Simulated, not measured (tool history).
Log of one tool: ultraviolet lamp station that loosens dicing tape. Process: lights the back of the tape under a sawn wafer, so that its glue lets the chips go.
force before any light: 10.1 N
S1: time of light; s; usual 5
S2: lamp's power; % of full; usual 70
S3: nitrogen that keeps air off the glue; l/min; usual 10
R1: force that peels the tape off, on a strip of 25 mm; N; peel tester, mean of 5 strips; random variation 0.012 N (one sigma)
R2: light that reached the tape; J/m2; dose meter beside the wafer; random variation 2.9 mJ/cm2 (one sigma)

run,hour,S1,S2,S3,R1,R2
1,0.0,5,70,10,0.537,4290
2,21.4,5,70,10,0.504,4310
3,44.2,5,70,10,0.514,4320
4,74.8,5,70,10,0.526,4340
5,96.1,5,70,10,0.543,4290
6,130.3,5,70,10,0.537,4270
7,160.9,5,70,10,0.518,4330
8,177.8,5,62,10,0.694,3760
9,201.8,5,62,10,0.721,3750
10,219.2,5,62,10,0.713,3830
11,253.9,5,62,10,0.690,3780
12,289.5,5,62,10,0.688,3790
13,317.8,5,70,10,0.535,4330
14,346.2,5,70,15,0.406,4280
# hour 363.1: window cleaned of glue's vapour
15,380.8,3,70,15,1.341,2590
16,402.6,9,70,15,0.083,7770
# hour 405.8: lamp changed
17,438.2,9,70,15,0.093,7720
18,469.4,9,70,15,0.089,7730
19,491.1,8,73,15,0.103,7280
20,523.6,3,74,5,2.027,2730
21,556.9,3,74,5,2.035,2740
22,590.1,3,74,5,2.096,2720
23,610.8,6,70,14,0.268,5160
24,628.4,9,72,12,0.096,7990
25,657.9,9,72,20,0.088,7960
26,685.1,4,70,3,1.798,3450
27,715.9,4,83,3,1.297,4170
28,744.3,3,82,6,1.588,3040
29,775.8,3,82,6,1.581,3050
30,808.7,3,82,6,1.559,3020
31,825.9,3,82,6,1.627,2980
32,859.0,3,91,8,1.103,3350
33,888.8,5,81,13,0.302,4910
34,911.7,5,87,16,0.217,5390
35,930.3,5,87,14,0.230,5380
36,967.9,5,87,5,0.462,5380

4 ways to go on from here, each from the tool as it stands after run 36. What would each give?
A,1000.4,5,87,7,?,?
B,1000.4,2,70,10,?,?
C,1000.4,3,87,5,?,?
D,1000.4,5,87,4,?,?

run,R1,R2
A,0.384,5330
B,3.004,1720
C,1.605,3240
D,0.575,5380
Without the tool's hidden state the same runs would have given:
run,R1,R2
A,0.383,5340
B,2.999,1720
C,1.601,3240
D,0.573,5390
